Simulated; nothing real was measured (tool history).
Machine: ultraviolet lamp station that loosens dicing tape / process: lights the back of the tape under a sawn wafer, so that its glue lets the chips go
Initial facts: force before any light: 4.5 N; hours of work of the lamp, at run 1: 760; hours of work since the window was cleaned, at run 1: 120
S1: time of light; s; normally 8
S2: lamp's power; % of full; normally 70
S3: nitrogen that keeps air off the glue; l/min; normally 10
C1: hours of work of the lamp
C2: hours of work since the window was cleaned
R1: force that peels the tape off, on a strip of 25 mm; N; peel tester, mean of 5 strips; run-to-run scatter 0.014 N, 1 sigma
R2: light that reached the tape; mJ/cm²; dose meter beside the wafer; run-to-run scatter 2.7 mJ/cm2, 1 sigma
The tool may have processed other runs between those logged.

| run | hour | S1 | S2 | S3 | C1 | C2 | R1 | R2 |
|---|---|---|---|---|---|---|---|---|
| 1 | 0 | 8 | 70 | 10 | 760 | 120 | 1.168 | 241 |
| 2 | 21.6 | 9 | 70 | 10 | 774 | 134 | 1.05 | 271 |
| 3 | 61.5 | 9 | 70 | 10 | 800 | 160 | 1.084 | 269 |
| 4 | 87.2 | 8 | 73 | 10 | 816 | 177 | 1.246 | 242 |
| 5 | 115.5 | 8 | 73 | 10 | 835 | 196 | 1.228 | 244 |
| 6 | 135.4 | 8 | 73 | 10 | 848 | 208 | 1.216 | 238 |
| 7 | 163.1 | 8 | 70 | 10 | 866 | 226 | 1.307 | 227 |
| 8 | 204.3 | 8 | 70 | 10 | 892 | 253 | 1.373 | 221 |
| 9 | 241.5 | 8 | 70 | 10 | 917 | 277 | 1.393 | 217 |
| 10 | 261.7 | 8 | 70 | 10 | 930 | 290 | 1.419 | 216 |
| 11 | 292.6 | 7 | 70 | 10 | 950 | 311 | 1.663 | 183 |
| 12 | 315.6 | 9 | 70 | 10 | 965 | 325 | 1.213 | 235 |
| 13 | 349.1 | 9 | 70 | 10 | 986 | 347 | 1.333 | 227 |
| 14 | 376.2 | 9 | 70 | 10 | 1004 | 365 | 1.356 | 226 |
| 15 | 398.4 | 9 | 70 | 10 | 1018 | 379 | 1.341 | 220 |
|  | 404.4 | lamp changed |
| 16 | 425.8 | 8 | 70 | 10 | 14 | 396 | 0.731 | 345 |
| 17 | 454.9 | 8 | 70 | 10 | 33 | 415 | 0.757 | 339 |
| 18 | 479.5 | 8 | 70 | 10 | 49 | 431 | 0.79 | 332 |
| 19 | 513.9 | 8 | 75 | 10 | 71 | 454 | 0.729 | 358 |
| 20 | 555.1 | 8 | 75 | 10 | 98 | 480 | 0.728 | 349 |
| 21 | 595.4 | 7 | 94 | 6 | 124 | 507 | 0.881 | 384 |
|  | 616 | window cleaned of glue's vapour |
| 22 | 622.4 | 7 | 66 | 6 | 141 | 4 | 1.438 | 259 |
| 23 | 660.2 | 7 | 66 | 6 | 166 | 29 | 1.415 | 250 |
|  | 683.7 | window cleaned of glue's vapour, once more |
| 24 | 697.5 | 4 | 69 | 19 | 190 | 9 | 1.436 | 172 |
| 25 | 725.8 | 6 | 98 | 10 | 208 | 27 | 0.701 | 355 |
| 26 | 743.1 | 6 | 92 | 3 | 219 | 39 | 1.431 | 330 |
| 27 | 784.5 | 5 | 70 | 10 | 246 | 66 | 1.452 | 210 |
| 28 | 823.2 | 8 | 70 | 13 | 271 | 91 | 0.693 | 325 |
| 29 | 865 | 5 | 86 | 6 | 299 | 118 | 1.482 | 244 |
| 30 | 882.7 | 5 | 86 | 6 | 310 | 129 | 1.53 | 238 |
| 31 | 924 | 5 | 86 | 6 | 337 | 156 | 1.559 | 242 |
| 32 | 961.1 | 8 | 64 | 12 | 361 | 180 | 0.892 | 279 |
| 33 | 991.7 | 8 | 64 | 12 | 381 | 200 | 0.932 | 278 |
| 34 | 1031.7 | 8 | 85 | 12 | 407 | 226 | 0.622 | 365 |
| 35 | 1054.3 | 8 | 85 | 12 | 422 | 241 | 0.629 | 356 |
| 36 | 1078.7 | 7 | 85 | 12 | 437 | 257 | 0.773 | 308 |
| 37 | 1104.2 | 4 | 95 | 10 | 454 | 273 | 1.494 | 194 |

For each entry between runs, how does the tool's hidden state at the last listed run before it compare with that at the first listed run after it?
From run 15 to run 16: lamp changed (hour 404.4)
  lamp's light, % of a new lamp's: 57.1 -> 99.1; light that the window lets through, % of a clean one's: 92.5 -> 92.3
  measured less the result without the state, R1: +0.818 -> +0.1 N; R2: -197 -> -33 mJ/cm²
From run 21 to run 22: window cleaned of glue's vapour (hour 616)
  lamp's light, % of a new lamp's: 94.6 -> 94; light that the window lets through, % of a clean one's: 90.4 -> 88.2
  measured less the result without the state, R1: +0.194 -> +0.289 N; R2: -64 -> -53 mJ/cm²
From run 23 to run 24: window cleaned of glue's vapour, once more (hour 683.7)
  lamp's light, % of a new lamp's: 93 -> 92; light that the window lets through, % of a clean one's: 87.8 -> 99.7
  measured less the result without the state, R1: +0.303 -> +0.133 N; R2: -56 -> -16 mJ/cm²

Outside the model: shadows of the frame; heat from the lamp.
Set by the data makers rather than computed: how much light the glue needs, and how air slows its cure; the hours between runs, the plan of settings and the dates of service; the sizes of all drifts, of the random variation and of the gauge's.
